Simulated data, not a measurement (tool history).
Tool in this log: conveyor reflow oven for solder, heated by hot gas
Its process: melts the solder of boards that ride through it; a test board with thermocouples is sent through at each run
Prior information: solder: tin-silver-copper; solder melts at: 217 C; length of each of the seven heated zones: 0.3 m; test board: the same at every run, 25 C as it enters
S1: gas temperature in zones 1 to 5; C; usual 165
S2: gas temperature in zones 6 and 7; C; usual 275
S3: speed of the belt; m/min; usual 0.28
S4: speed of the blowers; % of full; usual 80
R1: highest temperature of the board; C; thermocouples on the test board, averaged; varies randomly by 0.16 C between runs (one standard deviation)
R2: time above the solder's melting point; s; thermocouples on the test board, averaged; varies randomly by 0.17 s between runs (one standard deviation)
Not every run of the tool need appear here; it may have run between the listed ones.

{"run": 1, "hour": 0.0, "S1": 165, "S2": 275, "S3": 0.28, "S4": 80, "R1": 264.3, "R2": 108.1}
{"run": 2, "hour": 53.1, "S1": 165, "S2": 275, "S3": 0.28, "S4": 80, "R1": 264.8, "R2": 107.6}
{"run": 3, "hour": 114.8, "S1": 165, "S2": 275, "S3": 0.28, "S4": 80, "R1": 264.1, "R2": 107.5}
{"run": 4, "hour": 170.5, "S1": 165, "S2": 275, "S3": 0.28, "S4": 80, "R1": 264.1, "R2": 107.5}
{"run": 5, "hour": 237.2, "S1": 165, "S2": 275, "S3": 0.28, "S4": 80, "R1": 263.8, "R2": 106.9}
{"hour": 248.6, "done": "flux residue cleaned out of gas plates and filters"}
{"run": 6, "hour": 328.9, "S1": 165, "S2": 275, "S3": 0.28, "S4": 77, "R1": 262.6, "R2": 106.1}
{"run": 7, "hour": 393.4, "S1": 165, "S2": 275, "S3": 0.28, "S4": 80, "R1": 263, "R2": 106}
{"run": 8, "hour": 447.5, "S1": 165, "S2": 275, "S3": 0.28, "S4": 80, "R1": 262.3, "R2": 105.6}
{"run": 9, "hour": 496.9, "S1": 165, "S2": 268, "S3": 0.28, "S4": 80, "R1": 255.4, "R2": 99.4}
{"run": 10, "hour": 540.7, "S1": 150, "S2": 285, "S3": 0.28, "S4": 62, "R1": 266.7, "R2": 102}
{"hour": 553.9, "done": "flux residue cleaned out of gas plates and filters, once more"}
{"hour": 578.4, "done": "thermocouples of zones 6 and 7 changed"}
{"run": 11, "hour": 630.6, "S1": 150, "S2": 285, "S3": 0.28, "S4": 62, "R1": 270.2, "R2": 105.8}
{"run": 12, "hour": 707.7, "S1": 150, "S2": 285, "S3": 0.28, "S4": 62, "R1": 270, "R2": 105.5}
{"run": 13, "hour": 795.7, "S1": 165, "S2": 279, "S3": 0.251, "S4": 77, "R1": 270.7, "R2": 127.1}
{"run": 14, "hour": 875.0, "S1": 153, "S2": 285, "S3": 0.245, "S4": 57, "R1": 273.2, "R2": 125.7}
{"run": 15, "hour": 913.4, "S1": 153, "S2": 285, "S3": 0.245, "S4": 57, "R1": 272.9, "R2": 125.3}
{"run": 16, "hour": 950.2, "S1": 165, "S2": 275, "S3": 0.326, "S4": 86, "R1": 260.2, "R2": 88.7}
{"run": 17, "hour": 1020.2, "S1": 165, "S2": 287, "S3": 0.25, "S4": 80, "R1": 278, "R2": 133}
{"run": 18, "hour": 1066.8, "S1": 165, "S2": 287, "S3": 0.25, "S4": 80, "R1": 278, "R2": 132.8}

Branching from run 18: 3 alternative next runs. What would each branch give?
{"run": "A", "hour": 1136.3, "S1": 165, "S2": 275, "S3": 0.28, "S4": 77, "R1": "?", "R2": "?"}
{"run": "B", "hour": 1136.3, "S1": 165, "S2": 289, "S3": 0.25, "S4": 72, "R1": "?", "R2": "?"}
{"run": "C", "hour": 1136.3, "S1": 165, "S2": 275, "S3": 0.287, "S4": 80, "R1": "?", "R2": "?"}

run=A R1=262.8 R2=106.8
run=B R1=278.7 R2=133.4
run=C R1=262.8 R2=104
Without the tool's hidden state the same runs would have given:
run=A R1=265 R2=107.1
run=B R1=280.6 R2=132.3
run=C R1=265 R2=104.5

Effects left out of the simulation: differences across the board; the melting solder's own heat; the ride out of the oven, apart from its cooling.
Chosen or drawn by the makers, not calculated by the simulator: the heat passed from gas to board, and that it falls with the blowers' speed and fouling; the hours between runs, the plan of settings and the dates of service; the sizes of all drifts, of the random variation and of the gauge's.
